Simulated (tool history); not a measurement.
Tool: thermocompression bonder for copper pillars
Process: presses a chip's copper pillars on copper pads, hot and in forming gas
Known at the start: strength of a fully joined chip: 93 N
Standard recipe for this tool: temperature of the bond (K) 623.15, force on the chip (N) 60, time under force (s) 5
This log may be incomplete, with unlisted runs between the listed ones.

run     day  temperature of the bond (K)  force on the chip (N)  time under force (s)  force that shears a chip off (N)
  1   0.000                       623.15                     60                     5                              34.3
      0.767  -- forming gas filter changed
  2   1.575                       623.15                     60                     4                              35.7
  3   2.858                       623.15                     60                     4                              34.1
  4   5.075                       649.15                     60                     4                              40.4
  5   6.938                       623.15                     60                    12                              50.1
  6   8.446                       623.15                     60                    12                              50.1
  7  10.058                       636.15                     61                     8                              47.5
  8  12.954                       636.15                     81                     8                              52.0
  9  15.175                       636.15                     81                     8                              50.6
 10  17.929                       636.15                     81                     8                              50.6
     19.908  -- forming gas filter changed
 11  20.942                       623.15                     60                    10                              48.9

Run by run, hidden condition taken away, random variation retained:
Unlogged tool condition in this case: true temperature of the bond over the reading, C; force that reaches the chip, % of what is set; oxide that the forming gas leaves, % of the face; drift of the gauge itself on shear_n, %.
run  force that shears a chip off (N)
  1                              38.5
  2                              36.1
  3                              34.7
  4                              41.6
  5                              52.1
  6                              52.5
  7                              50.4
  8                              56.2
  9                              55.4
 10                              56.3
 11                              49.5
